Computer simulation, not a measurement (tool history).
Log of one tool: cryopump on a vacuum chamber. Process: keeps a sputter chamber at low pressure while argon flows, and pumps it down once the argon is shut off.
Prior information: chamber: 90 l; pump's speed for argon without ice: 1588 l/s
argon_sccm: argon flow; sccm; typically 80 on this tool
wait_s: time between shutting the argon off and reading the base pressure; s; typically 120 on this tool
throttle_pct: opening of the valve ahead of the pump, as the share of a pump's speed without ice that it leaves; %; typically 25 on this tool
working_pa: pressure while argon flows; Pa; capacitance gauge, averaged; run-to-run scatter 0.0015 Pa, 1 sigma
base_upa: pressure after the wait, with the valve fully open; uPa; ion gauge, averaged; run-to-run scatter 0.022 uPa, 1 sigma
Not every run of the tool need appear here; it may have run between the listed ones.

run 1 hour=0.0 | argon_sccm=80 wait_s=120 throttle_pct=25 | working_pa=0.3758 base_upa=1.17
-- hour=12.2 pump warmed up, emptied and cooled again
run 2 hour=41.0 | argon_sccm=80 wait_s=120 throttle_pct=25 | working_pa=0.3417 base_upa=0.95
run 3 hour=77.6 | argon_sccm=80 wait_s=189 throttle_pct=25 | working_pa=0.3421 base_upa=0.84
run 4 hour=105.7 | argon_sccm=80 wait_s=189 throttle_pct=25 | working_pa=0.3411 base_upa=0.82
run 5 hour=134.7 | argon_sccm=80 wait_s=120 throttle_pct=25 | working_pa=0.3424 base_upa=1.00
run 6 hour=150.6 | argon_sccm=80 wait_s=120 throttle_pct=25 | working_pa=0.3440 base_upa=0.96
-- hour=158.1 leaking fittings of the chamber tightened, without venting
run 7 hour=179.8 | argon_sccm=80 wait_s=120 throttle_pct=25 | working_pa=0.3430 base_upa=0.58
run 8 hour=207.6 | argon_sccm=80 wait_s=48 throttle_pct=44 | working_pa=0.1973 base_upa=1.19
run 9 hour=228.0 | argon_sccm=52 wait_s=120 throttle_pct=21 | working_pa=0.2679 base_upa=0.60
run 10 hour=246.0 | argon_sccm=52 wait_s=120 throttle_pct=21 | working_pa=0.2690 base_upa=0.61
run 11 hour=260.8 | argon_sccm=52 wait_s=120 throttle_pct=21 | working_pa=0.2662 base_upa=0.59
run 12 hour=277.6 | argon_sccm=52 wait_s=120 throttle_pct=21 | working_pa=0.2677 base_upa=0.58
run 13 hour=311.2 | argon_sccm=52 wait_s=120 throttle_pct=21 | working_pa=0.2698 base_upa=0.63

3 options for the next run, each taken on its own from the tool as it stands now. Forecast them:
run A hour=326.5 | argon_sccm=99 wait_s=42 throttle_pct=18 | working_pa=? base_upa=?
run B hour=326.5 | argon_sccm=160 wait_s=120 throttle_pct=30 | working_pa=? base_upa=?
run C hour=326.5 | argon_sccm=50 wait_s=50 throttle_pct=46 | working_pa=? base_upa=?

run=A working_pa=0.5988 base_upa=1.36
run=B working_pa=0.5838 base_upa=0.67
run=C working_pa=0.1209 base_upa=1.20
Without the tool's unlogged condition, the same runs would have read:
run=A working_pa=0.5878 base_upa=1.31
run=B working_pa=0.5662 base_upa=0.62
run=C working_pa=0.1154 base_upa=1.15
